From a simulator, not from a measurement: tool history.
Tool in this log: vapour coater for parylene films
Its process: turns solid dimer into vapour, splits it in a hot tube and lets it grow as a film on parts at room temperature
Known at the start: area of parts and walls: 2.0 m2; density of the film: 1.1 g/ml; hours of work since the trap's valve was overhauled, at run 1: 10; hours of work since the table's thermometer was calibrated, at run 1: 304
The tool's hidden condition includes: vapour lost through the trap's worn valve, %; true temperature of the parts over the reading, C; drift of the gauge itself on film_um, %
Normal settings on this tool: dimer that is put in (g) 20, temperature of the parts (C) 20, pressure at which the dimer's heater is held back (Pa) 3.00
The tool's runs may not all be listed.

run    hour  dimer that is put in (g)  temperature of the parts (C)  pressure at which the dimer's heater is held back (Pa)  hours of work since the trap's valve was overhauled  hours of work since the table's thermometer was calibrated  thickness of the film (nm)
  1     0.0                        20                            20                                                    3.00                                                   10                                                         304                        6630
  2    50.4                        20                            20                                                    3.00                                                   33                                                         327                        6600
  3   109.0                        20                            20                                                    3.00                                                   60                                                         354                        6630
  4   158.4                         8                            20                                                    3.00                                                   83                                                         377                        2630
  5   200.2                        20                            20                                                    6.73                                                  102                                                         397                        5430
  6   261.4                        20                            15                                                    3.00                                                  130                                                         425                        7550
  7   312.3                        20                            15                                                    3.00                                                  154                                                         448                        7520
  8   371.6                        20                            15                                                    3.00                                                  181                                                         476                        7570
  9   407.7                        20                            15                                                    3.00                                                  198                                                         492                        7520
 10   454.6                        20                            15                                                    3.00                                                  220                                                         514                        7530
 11   497.6                        20                            15                                                    3.00                                                  239                                                         534                        7510
 12   542.1                        20                            15                                                    3.00                                                  260                                                         555                        7540
 13   567.6                        20                            20                                                    3.00                                                  272                                                         566                        6620
 14   622.2                        20                            20                                                    6.96                                                  297                                                         591                        5390
 15   662.1                        20                            20                                                    5.32                                                  315                                                         610                        5750
 16   707.8                        20                            20                                                    5.32                                                  337                                                         631                        5780
 17   759.7                        20                            20                                                    3.00                                                  360                                                         655                        6590
 18   805.6                        20                            20                                                    3.00                                                  382                                                         676                        6580
 19   852.9                        20                            19                                                    3.00                                                  404                                                         698                        6800
 20   911.7                        20                            20                                                    2.76                                                  431                                                         725                        6740
 21   947.9                        20                            27                                                    6.08                                                  447                                                         742                        4630
 22   983.4                        23                            13                                                    4.58                                                  464                                                         758                        8200
     1018.5  -- trap's valve overhauled
 23  1031.0                         8                            16                                                    4.58                                                    6                                                         778                        2650
 24  1068.9                        16                            22                                                   11.90                                                   23                                                         796                        3590
 25  1121.8                        16                            22                                                   11.90                                                   48                                                         820                        3600
 26  1172.8                        16                            22                                                   11.90                                                   71                                                         844                        3580

What will run 27 give?
 27  1212.5                        17                            26                                                    3.61                                                   90                                                         862                           ?

Run 27 yielded thickness of the film (nm) 4610.
Minus the tool's unlogged condition, the same run would have read thickness of the film (nm) 4610.

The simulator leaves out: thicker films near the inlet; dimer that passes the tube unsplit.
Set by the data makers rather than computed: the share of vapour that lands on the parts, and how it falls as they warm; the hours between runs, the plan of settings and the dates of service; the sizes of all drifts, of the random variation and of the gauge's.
